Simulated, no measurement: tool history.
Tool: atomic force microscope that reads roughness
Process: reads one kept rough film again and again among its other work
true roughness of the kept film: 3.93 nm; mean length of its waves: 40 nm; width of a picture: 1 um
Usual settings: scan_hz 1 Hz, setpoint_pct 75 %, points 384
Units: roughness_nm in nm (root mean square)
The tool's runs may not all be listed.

| run | hour | scan_hz | setpoint_pct | points | roughness_nm |
|---|---|---|---|---|---|
| 1 | 0 | 1 | 75 | 384 | 3.471 |
| 2 | 29.5 | 1 | 75 | 384 | 3.491 |
| 3 | 48.2 | 1 | 84 | 384 | 3.422 |
| 4 | 69.4 | 1.49 | 84 | 384 | 3.257 |
| 5 | 99.7 | 1.49 | 84 | 384 | 3.298 |
| 6 | 123.3 | 1.49 | 84 | 384 | 3.294 |
| 7 | 149.2 | 1.49 | 84 | 384 | 3.277 |
| 8 | 178.9 | 1.49 | 84 | 384 | 3.289 |
| 9 | 193.7 | 1.15 | 84 | 384 | 3.395 |
| 10 | 224.4 | 1.15 | 84 | 384 | 3.383 |
| 11 | 248.6 | 1.15 | 84 | 384 | 3.362 |
| 12 | 269.2 | 1.15 | 84 | 384 | 3.372 |
| 13 | 286.8 | 1.15 | 84 | 384 | 3.394 |
| 14 | 303.8 | 1 | 75 | 384 | 3.486 |
| 15 | 317.7 | 1 | 70 | 384 | 3.54 |
| 16 | 337.4 | 1 | 75 | 739 | 3.509 |
| 17 | 363.4 | 0.75 | 75 | 739 | 3.544 |
| 18 | 387.5 | 1 | 75 | 352 | 3.526 |
| 19 | 401.9 | 1 | 75 | 352 | 3.506 |
| 20 | 420.2 | 1 | 75 | 553 | 3.46 |
| 21 | 444.5 | 1 | 75 | 553 | 3.506 |
| 22 | 462.2 | 1 | 75 | 553 | 3.496 |
| 23 | 479.8 | 1 | 75 | 553 | 3.505 |
| 24 | 504.6 | 1 | 75 | 384 | 3.486 |
| 25 | 530.5 | 1 | 90 | 384 | 3.322 |
| 26 | 559.4 | 1 | 90 | 384 | 3.311 |
| 27 | 583.5 | 1.6 | 77 | 445 | 3.382 |
| 28 | 604.5 | 0.95 | 80 | 473 | 3.447 |
| 29 | 619.5 | 0.95 | 80 | 473 | 3.477 |
| 30 | 638.9 | 0.79 | 57 | 384 | 3.602 |
| 31 | 662.7 | 2.42 | 60 | 963 | 3.5 |
| 32 | 682.2 | 2.42 | 60 | 963 | 3.495 |
| 33 | 710.8 | 2.42 | 60 | 963 | 3.492 |
| 34 | 737 | 0.92 | 81 | 963 | 3.476 |
| 35 | 761.6 | 0.92 | 81 | 963 | 3.472 |
| 36 | 786.6 | 2.09 | 82 | 293 | 3.194 |
| 37 | 810.2 | 2.09 | 82 | 372 | 3.195 |
| 38 | 833.4 | 2.09 | 82 | 372 | 3.204 |
| 39 | 861.3 | 2.09 | 82 | 372 | 3.225 |
| 40 | 879.2 | 2.59 | 75 | 264 | 3.247 |
| 41 | 894.1 | 2.59 | 75 | 264 | 3.233 |
| 42 | 918.9 | 2.48 | 87 | 810 | 3.018 |
| 43 | 948.2 | 3.96 | 87 | 793 | 2.712 |
| 44 | 971 | 3.96 | 87 | 793 | 2.72 |
| 45 | 996 | 3.96 | 87 | 793 | 2.717 |
| 46 | 1008.7 | 3.96 | 87 | 273 | 2.713 |
| 47 | 1039.1 | 3.96 | 87 | 273 | 2.72 |
| 48 | 1068.9 | 3.96 | 87 | 273 | 2.713 |
| 49 | 1099.5 | 1.73 | 75 | 544 | 3.397 |

Taken out of this log: 10 entries between the listed runs. Where each belongs, and how the hidden state differs across it:
Between runs 2 and 3: new tip fitted (hour 35.5)
  radius of the tip, nm: 7.2 -> 7
Between runs 6 and 7: new tip fitted (hour 148.1)
  radius of the tip, nm: 7.1 -> 7
Between runs 11 and 12: new tip fitted (hour 260.7)
  radius of the tip, nm: 7.2 -> 7
Between runs 17 and 18: new tip fitted (hour 374.3)
  radius of the tip, nm: 7.2 -> 7
Between runs 23 and 24: new tip fitted (hour 486.2)
  radius of the tip, nm: 7.2 -> 7
Between runs 27 and 28: new tip fitted (hour 598.7)
  radius of the tip, nm: 7.2 -> 7
Between runs 32 and 33: new tip fitted (hour 710.8)
  radius of the tip, nm: 7.1 -> 7
Between runs 37 and 38: new tip fitted (hour 823.4)
  radius of the tip, nm: 7.2 -> 7
Between runs 42 and 43: new tip fitted (hour 936.1)
  radius of the tip, nm: 7.2 -> 7
Between runs 47 and 48: new tip fitted (hour 1049.4)
  radius of the tip, nm: 7.2 -> 7
